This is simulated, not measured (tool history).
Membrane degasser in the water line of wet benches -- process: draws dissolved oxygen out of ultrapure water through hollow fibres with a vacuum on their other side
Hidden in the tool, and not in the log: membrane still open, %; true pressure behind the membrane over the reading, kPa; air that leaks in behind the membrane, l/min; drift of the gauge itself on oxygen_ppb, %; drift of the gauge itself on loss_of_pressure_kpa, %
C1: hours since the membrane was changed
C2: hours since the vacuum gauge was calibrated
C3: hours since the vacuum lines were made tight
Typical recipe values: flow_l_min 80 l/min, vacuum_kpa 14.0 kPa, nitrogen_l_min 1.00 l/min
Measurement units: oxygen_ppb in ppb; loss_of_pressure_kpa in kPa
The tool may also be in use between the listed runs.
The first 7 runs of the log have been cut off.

Run 8, hour 889.1: usual settings but nitrogen_l_min 1.38 l/min; C1 4895; C2 2669; C3 1739. Result: oxygen_ppb 1051.3 ppb, loss_of_pressure_kpa 25.52 kPa.
Run 9, hour 1019.3: usual settings but nitrogen_l_min 1.38 l/min; C1 5025; C2 2799; C3 1869. Result: oxygen_ppb 1054.2 ppb, loss_of_pressure_kpa 25.51 kPa.
Run 10, hour 1135.8: usual settings but nitrogen_l_min 1.38 l/min; C1 5142; C2 2916; C3 1986. Result: oxygen_ppb 1054.5 ppb, loss_of_pressure_kpa 25.29 kPa.
Run 11, hour 1224.9: usual settings but nitrogen_l_min 1.38 l/min; C1 5231; C2 3005; C3 2075. Result: oxygen_ppb 1054.8 ppb, loss_of_pressure_kpa 25.61 kPa.
Run 12, hour 1377.1: usual settings but nitrogen_l_min 1.38 l/min; C1 5383; C2 3157; C3 2227. Result: oxygen_ppb 1058.5 ppb, loss_of_pressure_kpa 25.18 kPa.
Run 13, hour 1535.7: usual settings; C1 5542; C2 3316; C3 2386. Result: oxygen_ppb 1302.1 ppb, loss_of_pressure_kpa 25.30 kPa.
At hour 1557.3: vacuum gauge calibrated.
Run 14, hour 1695.5: usual settings; C1 5701; C2 138; C3 2545. Result: oxygen_ppb 1298.6 ppb, loss_of_pressure_kpa 25.69 kPa.
Run 15, hour 1820.4: usual settings; C1 5826; C2 263; C3 2670. Result: oxygen_ppb 1295.3 ppb, loss_of_pressure_kpa 25.34 kPa.
At hour 1899.2: seals of the vacuum lines changed.
Run 16, hour 1995.5: usual settings; C1 5999; C2 436; C3 96. Result: oxygen_ppb 1294.3 ppb, loss_of_pressure_kpa 25.36 kPa.
Run 17, hour 2158.9: usual settings but flow_l_min 60 l/min; C1 6163; C2 600; C3 260. Result: oxygen_ppb 1067.2 ppb, loss_of_pressure_kpa 19.09 kPa.
Run 18, hour 2332.4: usual settings but flow_l_min 126 l/min, vacuum_kpa 14.7 kPa, nitrogen_l_min 0.73 l/min; C1 6336; C2 773; C3 433. Result: oxygen_ppb 2132.9 ppb, loss_of_pressure_kpa 40.36 kPa.
Run 19, hour 2456.2: usual settings but flow_l_min 74 l/min, vacuum_kpa 14.7 kPa, nitrogen_l_min 2.43 l/min; C1 6460; C2 897; C3 557. Result: oxygen_ppb 696.5 ppb, loss_of_pressure_kpa 23.53 kPa.
Run 20, hour 2629.5: usual settings but flow_l_min 74 l/min, vacuum_kpa 14.7 kPa, nitrogen_l_min 2.43 l/min; C1 6633; C2 1070; C3 730. Result: oxygen_ppb 696.6 ppb, loss_of_pressure_kpa 23.61 kPa.
Run 21, hour 2766.0: usual settings but flow_l_min 74 l/min, vacuum_kpa 14.7 kPa, nitrogen_l_min 2.43 l/min; C1 6770; C2 1207; C3 867. Result: oxygen_ppb 696.0 ppb, loss_of_pressure_kpa 23.59 kPa.
Run 22, hour 2882.4: usual settings but flow_l_min 55 l/min, vacuum_kpa 29.7 kPa, nitrogen_l_min 2.88 l/min; C1 6886; C2 1323; C3 983. Result: oxygen_ppb 1011.7 ppb, loss_of_pressure_kpa 17.30 kPa.
Run 23, hour 2962.8: usual settings but flow_l_min 64 l/min, vacuum_kpa 16.7 kPa, nitrogen_l_min 0.91 l/min; C1 6966; C2 1403; C3 1064. Result: oxygen_ppb 1442.6 ppb, loss_of_pressure_kpa 20.33 kPa.
Run 24, hour 3064.7: usual settings but vacuum_kpa 17.4 kPa; C1 7068; C2 1505; C3 1165. Result: oxygen_ppb 1639.4 ppb, loss_of_pressure_kpa 25.52 kPa.

What does the tool deliver on the next run?
Run 25, hour 3192.2: usual settings but vacuum_kpa 15.6 kPa; C1 7196; C2 1633; C3 1293. Result: oxygen_ppb ?, loss_of_pressure_kpa ?.

{"run 25": {"oxygen_ppb": 1459.6, "loss_of_pressure_kpa": 25.64}}
Take away the tool's hidden state, keep the run-to-run variation as it was, and the same run would have given oxygen_ppb 1459.0 ppb, loss_of_pressure_kpa 25.58 kPa.
